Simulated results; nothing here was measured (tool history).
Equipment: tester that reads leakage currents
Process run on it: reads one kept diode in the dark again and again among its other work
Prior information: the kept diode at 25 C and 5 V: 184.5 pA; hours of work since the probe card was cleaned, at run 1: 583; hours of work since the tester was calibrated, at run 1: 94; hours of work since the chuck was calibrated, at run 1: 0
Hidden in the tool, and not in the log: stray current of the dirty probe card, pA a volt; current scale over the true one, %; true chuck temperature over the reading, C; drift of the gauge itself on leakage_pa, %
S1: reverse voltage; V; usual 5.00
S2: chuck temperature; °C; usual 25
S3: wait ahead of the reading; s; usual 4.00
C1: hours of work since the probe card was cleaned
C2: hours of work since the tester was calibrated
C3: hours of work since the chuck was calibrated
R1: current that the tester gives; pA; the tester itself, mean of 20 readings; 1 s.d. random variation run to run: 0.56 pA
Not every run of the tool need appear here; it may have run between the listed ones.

{"run": 1, "hour": 0.0, "S1": 5.0, "S2": 25, "S3": 4.0, "C1": 583, "C2": 94, "C3": 0, "R1": 187.36}
{"run": 2, "hour": 99.8, "S1": 5.0, "S2": 25, "S3": 4.0, "C1": 644, "C2": 155, "C3": 61, "R1": 190.13}
{"run": 3, "hour": 230.1, "S1": 5.0, "S2": 25, "S3": 4.0, "C1": 724, "C2": 235, "C3": 141, "R1": 190.58}
{"run": 4, "hour": 384.7, "S1": 7.53, "S2": 25, "S3": 4.0, "C1": 818, "C2": 329, "C3": 235, "R1": 242.8}
{"run": 5, "hour": 543.3, "S1": 5.0, "S2": 25, "S3": 4.0, "C1": 915, "C2": 426, "C3": 332, "R1": 197.28}
{"run": 6, "hour": 643.9, "S1": 6.11, "S2": 25, "S3": 4.0, "C1": 977, "C2": 488, "C3": 393, "R1": 222.54}
{"run": 7, "hour": 837.0, "S1": 2.31, "S2": 25, "S3": 4.0, "C1": 1095, "C2": 606, "C3": 511, "R1": 132.6}
{"run": 8, "hour": 950.6, "S1": 5.0, "S2": 55, "S3": 4.0, "C1": 1164, "C2": 675, "C3": 581, "R1": 1694.07}
{"run": 9, "hour": 1107.4, "S1": 10.25, "S2": 55, "S3": 4.0, "C1": 1260, "C2": 771, "C3": 676, "R1": 2538.69}
{"run": 10, "hour": 1295.3, "S1": 10.25, "S2": 55, "S3": 4.0, "C1": 1374, "C2": 885, "C3": 791, "R1": 2561.51}
{"hour": 1432.2, "done": "chuck's temperature calibrated"}
{"run": 11, "hour": 1506.8, "S1": 10.25, "S2": 55, "S3": 4.0, "C1": 1502, "C2": 1013, "C3": 46, "R1": 2305.85}
{"hour": 1580.7, "done": "probe card cleaned and baked"}
{"run": 12, "hour": 1623.3, "S1": 10.25, "S2": 55, "S3": 2.69, "C1": 26, "C2": 1083, "C3": 115, "R1": 2313.12}
{"run": 13, "hour": 1783.4, "S1": 10.25, "S2": 55, "S3": 2.69, "C1": 124, "C2": 1180, "C3": 213, "R1": 2341.54}
{"run": 14, "hour": 1890.1, "S1": 10.25, "S2": 55, "S3": 2.69, "C1": 189, "C2": 1246, "C3": 278, "R1": 2365.52}
{"run": 15, "hour": 2038.9, "S1": 5.0, "S2": 25, "S3": 4.0, "C1": 280, "C2": 1337, "C3": 369, "R1": 190.14}
{"run": 16, "hour": 2219.2, "S1": 5.0, "S2": 25, "S3": 4.0, "C1": 390, "C2": 1447, "C3": 479, "R1": 194.42}
{"run": 17, "hour": 2334.0, "S1": 5.0, "S2": 25, "S3": 0.35, "C1": 460, "C2": 1517, "C3": 549, "R1": 200.0}
{"run": 18, "hour": 2510.1, "S1": 5.0, "S2": 25, "S3": 0.35, "C1": 568, "C2": 1624, "C3": 656, "R1": 201.62}
{"run": 19, "hour": 2636.4, "S1": 2.67, "S2": 25, "S3": 0.35, "C1": 645, "C2": 1701, "C3": 734, "R1": 145.33}
{"run": 20, "hour": 2807.0, "S1": 2.67, "S2": 25, "S3": 0.35, "C1": 749, "C2": 1806, "C3": 838, "R1": 146.47}
{"hour": 2861.8, "done": "chuck's temperature calibrated"}
{"run": 21, "hour": 2958.8, "S1": 2.67, "S2": 25, "S3": 0.35, "C1": 840, "C2": 1897, "C3": 59, "R1": 133.27}
{"run": 22, "hour": 3107.0, "S1": 2.67, "S2": 25, "S3": 0.35, "C1": 931, "C2": 1988, "C3": 150, "R1": 134.99}
{"run": 23, "hour": 3278.1, "S1": 2.95, "S2": 29, "S3": 7.32, "C1": 1035, "C2": 2092, "C3": 254, "R1": 195.61}
{"run": 24, "hour": 3373.8, "S1": 2.95, "S2": 29, "S3": 7.32, "C1": 1094, "C2": 2151, "C3": 313, "R1": 196.24}
{"run": 25, "hour": 3542.2, "S1": 2.95, "S2": 29, "S3": 7.32, "C1": 1197, "C2": 2253, "C3": 416, "R1": 199.14}
{"run": 26, "hour": 3750.9, "S1": 5.24, "S2": 25, "S3": 7.77, "C1": 1324, "C2": 2381, "C3": 543, "R1": 203.99}
{"run": 27, "hour": 3848.9, "S1": 1.54, "S2": 25, "S3": 1.86, "C1": 1384, "C2": 2441, "C3": 603, "R1": 106.16}
{"run": 28, "hour": 4043.8, "S1": 17.83, "S2": 50, "S3": 2.86, "C1": 1503, "C2": 2560, "C3": 722, "R1": 2441.73}
{"hour": 4107.5, "done": "probe card cleaned and baked"}
{"run": 29, "hour": 4219.0, "S1": 17.83, "S2": 50, "S3": 2.86, "C1": 68, "C2": 2665, "C3": 827, "R1": 2444.07}
{"hour": 4302.2, "done": "chuck's temperature calibrated"}
{"run": 30, "hour": 4373.3, "S1": 17.83, "S2": 50, "S3": 2.86, "C1": 161, "C2": 2758, "C3": 43, "R1": 2222.14}
{"run": 31, "hour": 4517.2, "S1": 1.94, "S2": 25, "S3": 2.1, "C1": 249, "C2": 2846, "C3": 131, "R1": 111.32}
{"run": 32, "hour": 4690.9, "S1": 1.94, "S2": 25, "S3": 2.1, "C1": 355, "C2": 2952, "C3": 237, "R1": 113.92}
{"run": 33, "hour": 4781.7, "S1": 7.59, "S2": 25, "S3": 0.66, "C1": 411, "C2": 3007, "C3": 293, "R1": 240.86}
{"run": 34, "hour": 4923.1, "S1": 7.59, "S2": 25, "S3": 0.66, "C1": 497, "C2": 3094, "C3": 379, "R1": 243.47}
{"run": 35, "hour": 5021.1, "S1": 7.59, "S2": 25, "S3": 0.66, "C1": 557, "C2": 3154, "C3": 439, "R1": 245.31}
{"run": 36, "hour": 5130.3, "S1": 7.59, "S2": 25, "S3": 0.66, "C1": 623, "C2": 3220, "C3": 506, "R1": 246.79}
{"run": 37, "hour": 5319.6, "S1": 3.97, "S2": 26, "S3": 0.66, "C1": 739, "C2": 3336, "C3": 621, "R1": 192.53}
{"run": 38, "hour": 5444.0, "S1": 5.51, "S2": 26, "S3": 0.78, "C1": 815, "C2": 3412, "C3": 697, "R1": 231.12}
{"run": 39, "hour": 5645.8, "S1": 3.72, "S2": 38, "S3": 7.71, "C1": 938, "C2": 3535, "C3": 821, "R1": 458.69}

Here are 3 independent what-if runs from the current tool condition. What would each one return?
{"hour": 5731.9, "done": "chuck's temperature calibrated"}
{"run": "A", "hour": 5827.6, "S1": 1.1, "S2": 38, "S3": 7.71, "C1": 1048, "C2": 3645, "C3": 58, "R1": "?"}
{"hour": 5731.9, "done": "chuck's temperature calibrated"}
{"run": "B", "hour": 5827.6, "S1": 1.46, "S2": 25, "S3": 1.76, "C1": 1048, "C2": 3645, "C3": 58, "R1": "?"}
{"hour": 5731.9, "done": "chuck's temperature calibrated"}
{"run": "C", "hour": 5827.6, "S1": 3.72, "S2": 38, "S3": 5.89, "C1": 1048, "C2": 3645, "C3": 58, "R1": "?"}

run=A R1=218.28
run=B R1=96.15
run=C R1=423.14
Without the tool's hidden state the same runs would have given:
run=A R1=217.78
run=B R1=95.30
run=C R1=421.45
